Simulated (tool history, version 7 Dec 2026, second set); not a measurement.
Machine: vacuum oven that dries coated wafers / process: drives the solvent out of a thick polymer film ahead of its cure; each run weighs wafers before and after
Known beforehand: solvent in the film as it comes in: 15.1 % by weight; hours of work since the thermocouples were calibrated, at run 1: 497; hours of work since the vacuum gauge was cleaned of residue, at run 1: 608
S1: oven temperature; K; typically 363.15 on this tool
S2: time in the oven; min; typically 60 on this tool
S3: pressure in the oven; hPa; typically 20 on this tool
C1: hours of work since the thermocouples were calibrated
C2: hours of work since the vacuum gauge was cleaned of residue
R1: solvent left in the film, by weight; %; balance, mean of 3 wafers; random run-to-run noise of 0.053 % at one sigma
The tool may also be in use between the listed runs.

{"run": 1, "hour": 0.0, "S1": 363.15, "S2": 60, "S3": 20, "C1": 497, "C2": 608, "R1": 1.98}
{"run": 2, "hour": 27.5, "S1": 363.15, "S2": 60, "S3": 20, "C1": 514, "C2": 625, "R1": 1.96}
{"run": 3, "hour": 53.7, "S1": 363.15, "S2": 60, "S3": 20, "C1": 531, "C2": 642, "R1": 1.91}
{"run": 4, "hour": 84.7, "S1": 363.15, "S2": 60, "S3": 20, "C1": 550, "C2": 661, "R1": 1.93}
{"run": 5, "hour": 120.6, "S1": 363.15, "S2": 60, "S3": 20, "C1": 573, "C2": 683, "R1": 1.89}
{"run": 6, "hour": 144.2, "S1": 363.15, "S2": 60, "S3": 23.2, "C1": 587, "C2": 698, "R1": 2.09}
{"run": 7, "hour": 164.7, "S1": 363.15, "S2": 60, "S3": 23.2, "C1": 600, "C2": 711, "R1": 2.06}
{"run": 8, "hour": 208.8, "S1": 363.15, "S2": 60, "S3": 23.2, "C1": 628, "C2": 739, "R1": 2.04}
{"run": 9, "hour": 246.5, "S1": 354.15, "S2": 60, "S3": 23.2, "C1": 651, "C2": 762, "R1": 4.51}
{"run": 10, "hour": 279.5, "S1": 363.15, "S2": 60, "S3": 20, "C1": 672, "C2": 783, "R1": 2}
{"run": 11, "hour": 308.8, "S1": 352.15, "S2": 60, "S3": 20, "C1": 690, "C2": 801, "R1": 4.71}
{"run": 12, "hour": 351.5, "S1": 352.15, "S2": 60, "S3": 20, "C1": 717, "C2": 828, "R1": 4.73}
{"run": 13, "hour": 370.8, "S1": 352.15, "S2": 60, "S3": 71.3, "C1": 729, "C2": 840, "R1": 8.05}
{"run": 14, "hour": 408.0, "S1": 352.15, "S2": 60, "S3": 71.3, "C1": 752, "C2": 863, "R1": 8.03}
{"run": 15, "hour": 440.4, "S1": 352.15, "S2": 60, "S3": 71.3, "C1": 772, "C2": 883, "R1": 8.08}
{"run": 16, "hour": 460.3, "S1": 363.15, "S2": 30, "S3": 20, "C1": 785, "C2": 896, "R1": 4.37}
{"run": 17, "hour": 488.0, "S1": 363.15, "S2": 30, "S3": 20, "C1": 802, "C2": 913, "R1": 4.28}
{"run": 18, "hour": 512.9, "S1": 356.15, "S2": 60, "S3": 20, "C1": 818, "C2": 928, "R1": 3.6}
{"run": 19, "hour": 553.9, "S1": 363.15, "S2": 40, "S3": 40.9, "C1": 843, "C2": 954, "R1": 4.13}
{"run": 20, "hour": 587.7, "S1": 363.15, "S2": 40, "S3": 40.9, "C1": 864, "C2": 975, "R1": 4.24}
{"run": 21, "hour": 618.8, "S1": 363.15, "S2": 40, "S3": 40.9, "C1": 884, "C2": 995, "R1": 4.09}
{"run": 22, "hour": 659.3, "S1": 374.15, "S2": 60, "S3": 64.3, "C1": 909, "C2": 1020, "R1": 2.55}
{"run": 23, "hour": 696.5, "S1": 363.15, "S2": 60, "S3": 51.7, "C1": 932, "C2": 1043, "R1": 3.6}
{"run": 24, "hour": 717.5, "S1": 363.15, "S2": 55, "S3": 15.1, "C1": 945, "C2": 1056, "R1": 1.99}
{"run": 25, "hour": 746.1, "S1": 367.15, "S2": 48, "S3": 57, "C1": 963, "C2": 1074, "R1": 3.51}
{"run": 26, "hour": 779.4, "S1": 350.15, "S2": 91, "S3": 26.3, "C1": 984, "C2": 1095, "R1": 4.48}
{"run": 27, "hour": 817.8, "S1": 362.15, "S2": 96, "S3": 49.2, "C1": 1008, "C2": 1119, "R1": 3.23}

What if the next run were any one of these 3? Each begins from the tool's condition after run 27:
{"run": "A", "hour": 843.5, "S1": 362.15, "S2": 96, "S3": 25.6, "C1": 1024, "C2": 1135, "R1": "?"}
{"run": "B", "hour": 843.5, "S1": 363.15, "S2": 60, "S3": 16.4, "C1": 1024, "C2": 1135, "R1": "?"}
{"run": "C", "hour": 843.5, "S1": 363.15, "S2": 60, "S3": 25.1, "C1": 1024, "C2": 1135, "R1": "?"}

run=A R1=1.8
run=B R1=1.96
run=C R1=2.31
Without the tool's unlogged condition, the same runs would have read:
run=A R1=1.49
run=B R1=1.56
run=C R1=1.9

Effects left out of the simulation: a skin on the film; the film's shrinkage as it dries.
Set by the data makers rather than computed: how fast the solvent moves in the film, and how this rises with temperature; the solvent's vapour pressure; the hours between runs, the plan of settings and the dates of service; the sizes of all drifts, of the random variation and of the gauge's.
